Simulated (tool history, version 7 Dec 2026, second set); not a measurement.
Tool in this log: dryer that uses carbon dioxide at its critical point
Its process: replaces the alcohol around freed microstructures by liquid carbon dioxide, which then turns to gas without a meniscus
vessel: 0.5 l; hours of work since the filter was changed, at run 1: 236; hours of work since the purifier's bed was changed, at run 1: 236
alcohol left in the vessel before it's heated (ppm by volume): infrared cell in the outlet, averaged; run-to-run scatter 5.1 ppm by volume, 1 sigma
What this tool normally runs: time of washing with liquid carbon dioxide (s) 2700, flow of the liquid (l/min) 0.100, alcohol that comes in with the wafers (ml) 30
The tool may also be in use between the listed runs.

run,day,time of washing with liquid carbon dioxide (s),flow of the liquid (l/min),alcohol that comes in with the wafers (ml),hours of work since the filter was changed,hours of work since the purifier's bed was changed,alcohol left in the vessel before it's heated (ppm by volume)
1,0.000,2700,0.100,30,236,236,175
2,0.654,2700,0.100,30,242,242,184
3,1.321,2700,0.100,30,248,248,181
4,2.558,2700,0.100,30,259,259,187
5,3.254,2700,0.100,22,265,265,186
6,4.333,2700,0.166,22,275,275,128
7,5.679,2700,0.166,22,287,287,128
8,6.833,2700,0.166,22,297,297,132
9,7.908,2700,0.109,30,307,307,175
10,9.133,2700,0.109,30,318,318,181
11,10.454,2700,0.109,30,330,330,181
12,11.746,2700,0.109,30,342,342,204
13,12.975,4140,0.109,85,353,353,152
14,14.304,4140,0.109,85,364,364,157
15,15.017,1680,0.129,33,371,371,513
16,16.042,2700,0.139,82,380,380,175
17,16.971,2580,0.100,30,388,388,284
18,17.654,3060,0.086,65,395,395,396
19,18.325,2820,0.100,30,401,401,239
20,19.633,2820,0.069,26,412,412,696
21,20.692,4320,0.138,38,422,422,181
22,21.400,4320,0.138,38,428,428,181

Branching from run 22: 5 alternative next runs. What would each branch give?
A,22.350,3720,0.078,23,437,437,?
B,22.350,2520,0.088,30,437,437,?
C,22.350,1980,0.100,30,437,437,?
D,22.350,3420,0.100,32,437,437,?
E,22.350,4320,0.075,38,437,437,?

run,alcohol left in the vessel before it's heated (ppm by volume)
A,239
B,487
C,734
D,206
E,223
The same runs, with their run-to-run variation unchanged, on a tool lacking any hidden condition would have given:
run,alcohol left in the vessel before it's heated (ppm by volume)
A,33
B,179
C,349
D,14
E,18
